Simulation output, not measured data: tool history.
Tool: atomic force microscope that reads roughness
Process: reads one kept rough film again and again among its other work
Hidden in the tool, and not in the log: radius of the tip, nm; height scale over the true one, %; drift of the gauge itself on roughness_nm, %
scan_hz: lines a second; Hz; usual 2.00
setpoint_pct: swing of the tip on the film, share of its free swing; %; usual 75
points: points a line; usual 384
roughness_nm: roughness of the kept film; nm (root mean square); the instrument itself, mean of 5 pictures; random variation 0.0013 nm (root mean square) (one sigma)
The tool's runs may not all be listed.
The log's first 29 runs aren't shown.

run,hour,scan_hz,setpoint_pct,points,pictures with this tip,hours of work since the height scale was calibrated,roughness_nm
30,1403.0,3.21,69,921,113,1412,0.694
# hour 1450.1: new tip fitted
31,1469.6,2.62,62,585,50,1461,0.727
32,1516.5,2.62,62,585,172,1496,0.726
# hour 1541.0: new tip fitted
33,1551.2,2.13,75,444,26,1521,0.697
# hour 1575.5: height scale calibrated on a step standard
34,1596.0,2.13,75,444,140,15,0.695
# hour 1633.6: new tip fitted
35,1652.7,2.00,66,358,50,57,0.724
36,1687.1,1.30,90,569,139,83,0.682
# hour 1722.6: new tip fitted
37,1726.8,1.30,90,569,11,112,0.678
38,1788.9,2.00,75,276,172,158,0.692
# hour 1816.3: new tip fitted
39,1843.8,2.00,75,276,71,198,0.693
40,1900.4,1.08,57,271,218,240,0.745
# hour 1905.0: new tip fitted
41,1931.2,1.08,57,271,67,263,0.745

4 ways to go on from here, each from the tool as it stands after run 41. What would each give?
A,1965.5,1.33,72,384,156,288,?
B,1965.5,2.65,57,326,156,288,?
C,1965.5,0.57,75,384,156,288,?
D,1965.5,1.33,57,693,156,288,?

run,roughness_nm
A,0.727
B,0.732
C,0.744
D,0.753
Without the tool's hidden state the same runs would have given:
run,roughness_nm
A,0.727
B,0.732
C,0.744
D,0.753
